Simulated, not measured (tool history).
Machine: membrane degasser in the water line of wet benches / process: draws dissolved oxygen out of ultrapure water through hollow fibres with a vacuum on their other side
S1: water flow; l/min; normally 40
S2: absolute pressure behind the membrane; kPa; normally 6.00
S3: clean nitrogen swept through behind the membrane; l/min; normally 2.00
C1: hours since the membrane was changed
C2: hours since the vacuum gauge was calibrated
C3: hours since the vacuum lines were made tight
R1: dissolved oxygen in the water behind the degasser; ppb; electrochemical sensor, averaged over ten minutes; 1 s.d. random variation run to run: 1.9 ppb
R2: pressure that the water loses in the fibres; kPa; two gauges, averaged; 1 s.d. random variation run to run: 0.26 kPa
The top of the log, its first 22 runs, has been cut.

run,hour,S1,S2,S3,C1,C2,C3,R1,R2
23,1643.9,55,13.36,3.89,1907,325,3633,461.3,96.88
24,1693.1,55,13.36,3.89,1956,374,3682,466.5,96.49
25,1796.1,40,5.02,2.00,2059,477,3785,154.3,70.49
26,1894.1,30,4.23,1.50,2157,575,3883,76.9,52.81
27,1979.2,30,5.27,1.50,2242,661,3968,123.4,52.49
28,2075.6,56,12.58,5.91,2339,757,4064,374.7,98.29
29,2183.1,31,12.58,0.90,2446,865,4172,654.9,54.60
30,2227.7,40,6.00,2.26,2491,909,4216,183.0,70.12
31,2320.3,45,8.70,1.07,2583,1002,4309,529.2,79.22
32,2391.7,50,6.33,1.07,2655,1073,4380,404.4,88.06

Branching from run 32: 3 alternative next runs. What would each branch give?
A,2439.5,31,14.25,1.07,2702,1121,4428,?,?
B,2439.5,48,6.00,5.06,2702,1121,4428,?,?
C,2439.5,25,6.33,1.07,2702,1121,4428,?,?

run,R1,R2
A,671.9,54.78
B,175.3,84.65
C,176.4,43.96
What these runs would have given with no unlogged condition in the tool:
run,R1,R2
A,665.2,54.00
B,167.0,83.44
C,171.5,43.33

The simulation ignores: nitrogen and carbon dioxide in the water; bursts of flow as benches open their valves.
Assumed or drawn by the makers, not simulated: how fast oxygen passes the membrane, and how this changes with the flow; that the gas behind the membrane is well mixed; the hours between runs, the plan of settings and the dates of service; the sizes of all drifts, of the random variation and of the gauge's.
